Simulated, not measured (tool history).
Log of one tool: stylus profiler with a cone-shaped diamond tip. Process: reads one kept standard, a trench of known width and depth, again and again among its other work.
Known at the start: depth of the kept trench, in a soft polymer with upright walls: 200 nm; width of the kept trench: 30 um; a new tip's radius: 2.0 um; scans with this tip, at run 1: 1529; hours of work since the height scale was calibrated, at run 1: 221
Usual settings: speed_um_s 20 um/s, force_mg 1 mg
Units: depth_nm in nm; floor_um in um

run   hour  speed_um_s  force_mg  scans with this tip  hours of work since the height scale was calibrated  depth_nm  floor_um
  1      0          20         1                 1529                                                  221    200.97     28.07
  2   26.5          20         1                 1660                                                  240    200.86     28.07
  3   66.1          20         1                 1855                                                  269    200.89     28.06
  4   95.2          20         1                 1999                                                  289    200.99     28.08
  5  124.7          20         1                 2145                                                  311    200.96     28.02
  6  146.9          20         1                 2254                                                  326       201     28.04
  7  187.5          20         1                 2455                                                  355    200.95     28.01
  8  220.2          20         1                 2616                                                  379       201     28.06
  9  258.9          20         1                 2808                                                  407    200.99     28.05
 10  291.4          20         1                 2968                                                  430    200.97     28.01
 11  322.1          40         1                 3120                                                  452    200.99     27.84
 12    361          40         1                 3312                                                  480    201.04     27.86
 13  383.6          40         1                 3424                                                  496    201.06     27.89
 14  410.3          20         1                 3555                                                  515    200.86     27.91
 15  440.3          20         1                 3704                                                  536    201.03     27.93
 16  460.1          17      0.76                 3802                                                  550    200.82     27.95
 17  483.8          17      0.76                 3918                                                  567     200.8     27.94
 18  524.6          20      0.35                 4120                                                  597    200.59     27.81
 19  545.8          29       0.5                 4225                                                  612    200.65      27.8
 20  567.8          12      1.84                 4334                                                  628    201.45     27.96
 21  603.7          20      0.69                 4511                                                  653    200.87     27.88
 22  631.4          25      0.71                 4648                                                  673    200.87     27.82
 23  656.1           7      0.57                 4770                                                  691    200.64     27.96
 24  681.5           8      2.99                 4895                                                  709    202.09     27.94
 25  710.6          14       0.5                 5039                                                  730    200.69     27.85
 26  738.8          68      1.32                 5179                                                  750    201.29     27.66
 27  761.2          68      1.32                 5289                                                  766    201.22     27.61
 28  797.5          68      1.32                 5469                                                  792    201.27      27.6

Run 29 comes next. What will it give?
 29  824.3           6      2.28                 5601                                                  811         ?         ?

depth_nm: 201.73 nm
floor_um: 27.93 um
Without the tool's hidden state the same run would have given depth_nm 201.57 nm, floor_um 28.27 um.
